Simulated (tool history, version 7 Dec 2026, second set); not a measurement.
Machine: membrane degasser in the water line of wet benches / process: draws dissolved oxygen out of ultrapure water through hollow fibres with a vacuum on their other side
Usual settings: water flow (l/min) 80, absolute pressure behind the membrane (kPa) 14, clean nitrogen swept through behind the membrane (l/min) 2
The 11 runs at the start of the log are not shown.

run,day,water flow (l/min),absolute pressure behind the membrane (kPa),clean nitrogen swept through behind the membrane (l/min),hours since the membrane was changed,hours since the vacuum gauge was calibrated,hours since the vacuum lines were made tight,dissolved oxygen in the water behind the degasser (ppb),pressure that the water loses in the fibres (kPa)
12,35.738,80,13.3,2,1360,4137,3859,756.3,42.99
13,38.846,80,13.3,2,1434,4211,3934,754.2,42.27
14,41.629,80,13.3,2,1501,4278,4001,758.2,42.58
15,44.083,58,14,2,1560,4337,4060,622.3,30.62
16,46.671,80,14,2,1622,4399,4122,802.7,42.38
17,50.083,51,14,3.61,1704,4481,4203,340.2,27.37
18,52.433,48,18,1.16,1760,4538,4260,1090.2,25.77
19,55.55,109,14,1.36,1835,4612,4335,1314.5,57.89
20,59.688,109,14,1.36,1934,4712,4434,1311.8,57.73
21,62.238,80,14,0.89,1996,4773,4495,1386.6,42.57

Run 22 comes next. What will it give?
22,66.529,80,14,0.89,2099,4876,4598,?,?

{"run 22": {"dissolved oxygen in the water behind the degasser (ppb)": 1382.6, "pressure that the water loses in the fibres (kPa)": 42.63}}
With no hidden state in the tool, this same run would have given dissolved oxygen in the water behind the degasser (ppb) 1382.4, pressure that the water loses in the fibres (kPa) 42.62.
